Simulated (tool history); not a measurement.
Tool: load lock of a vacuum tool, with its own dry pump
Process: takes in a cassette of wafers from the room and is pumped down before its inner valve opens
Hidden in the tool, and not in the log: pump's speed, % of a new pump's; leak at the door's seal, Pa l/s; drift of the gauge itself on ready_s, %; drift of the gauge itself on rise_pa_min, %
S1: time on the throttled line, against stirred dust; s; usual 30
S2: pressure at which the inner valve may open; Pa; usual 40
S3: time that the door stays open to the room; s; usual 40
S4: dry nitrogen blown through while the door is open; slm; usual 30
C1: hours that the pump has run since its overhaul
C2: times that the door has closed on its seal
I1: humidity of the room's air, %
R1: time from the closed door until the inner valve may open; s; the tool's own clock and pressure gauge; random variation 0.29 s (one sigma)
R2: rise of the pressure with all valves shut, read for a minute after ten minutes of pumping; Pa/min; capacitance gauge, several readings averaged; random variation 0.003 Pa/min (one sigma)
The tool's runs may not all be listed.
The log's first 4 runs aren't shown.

Run 5, hour 1755.6: usual settings; C1 6863; C2 47460; I1 46.1. Result: R1 45.4 s, R2 0.509 Pa/min.
At hour 2125.2: door's seal changed, seat wiped.
Run 6, hour 2281.1: usual settings; C1 7387; C2 733; I1 46.8. Result: R1 45.1 s, R2 0.043 Pa/min.
Run 7, hour 2866.7: usual settings; C1 7973; C2 3488; I1 42.1. Result: R1 45.3 s, R2 0.05 Pa/min.
Run 8, hour 3214.3: usual settings but S4 5 slm; C1 8320; C2 5123; I1 46.6. Result: R1 45.7 s, R2 0.098 Pa/min.
Run 9, hour 3652.6: usual settings but S4 4 slm; C1 8759; C2 7184; I1 44.5. Result: R1 45.8 s, R2 0.113 Pa/min.
Run 10, hour 4044.4: usual settings but S4 4 slm; C1 9150; C2 9027; I1 43.9. Result: R1 46.1 s, R2 0.118 Pa/min.
Run 11, hour 4426.4: usual settings but S4 24 slm; C1 9532; C2 10824; I1 46.3. Result: R1 46.3 s, R2 0.097 Pa/min.
Run 12, hour 4678.8: usual settings; C1 9785; C2 12011; I1 46.5. Result: R1 46 s, R2 0.095 Pa/min.
Run 13, hour 4986.6: usual settings; C1 10093; C2 13459; I1 45.5. Result: R1 46.1 s, R2 0.107 Pa/min.
Run 14, hour 5242.4: usual settings; C1 10348; C2 14662; I1 44.8. Result: R1 46.7 s, R2 0.11 Pa/min.
Run 15, hour 5618.1: usual settings but S2 54 Pa; C1 10724; C2 16429; I1 43.7. Result: R1 45.7 s, R2 0.117 Pa/min.
Run 16, hour 6135.2: usual settings but S2 54 Pa; C1 11241; C2 18862; I1 45. Result: R1 46.7 s, R2 0.14 Pa/min.
Run 17, hour 6697.4: usual settings but S2 54 Pa; C1 11803; C2 21506; I1 41.3. Result: R1 46.2 s, R2 0.161 Pa/min.
Run 18, hour 6969.6: usual settings but S2 54 Pa; C1 12076; C2 22786; I1 49.6. Result: R1 46.5 s, R2 0.18 Pa/min.
Run 19, hour 7515.8: usual settings but S2 54 Pa; C1 12622; C2 25355; I1 47.4. Result: R1 45.8 s, R2 0.198 Pa/min.
Run 20, hour 7883.7: usual settings but S1 16 s, S2 54 Pa; C1 12990; C2 27086; I1 42.8. Result: R1 35.2 s, R2 0.212 Pa/min.
At hour 8065.3: dry pump taken out, an overhauled one fitted.
Run 21, hour 8223.9: usual settings but S1 39 s, S4 7 slm; C1 159; C2 28658; I1 42. Result: R1 50.7 s, R2 0.255 Pa/min.
Run 22, hour 8554.8: usual settings but S1 50 s, S3 38 s, S4 14 slm; C1 489; C2 30214; I1 44.3. Result: R1 61.1 s, R2 0.255 Pa/min.
Run 23, hour 9034.3: usual settings but S1 39 s, S4 42 slm; C1 969; C2 32470; I1 41.6. Result: R1 51.7 s, R2 0.273 Pa/min.
Run 24, hour 9310.7: usual settings but S1 39 s, S4 42 slm; C1 1245; C2 33770; I1 43.4. Result: R1 51 s, R2 0.287 Pa/min.
Run 25, hour 9668.3: usual settings but S1 36 s, S2 61 Pa, S3 58 s, S4 13 slm; C1 1603; C2 35452; I1 45.8. Result: R1 47.9 s, R2 0.336 Pa/min.

Forecast run 26:
Run 26, hour 9975.4: usual settings but S2 38 Pa, S3 66 s; C1 1910; C2 36897; I1 45.9. Result: R1 ?, R2 ?.

R1: 43.6 s
R2: 0.342 Pa/min
Without the tool's hidden state the same run would have given R1 43.1 s, R2 0.047 Pa/min.
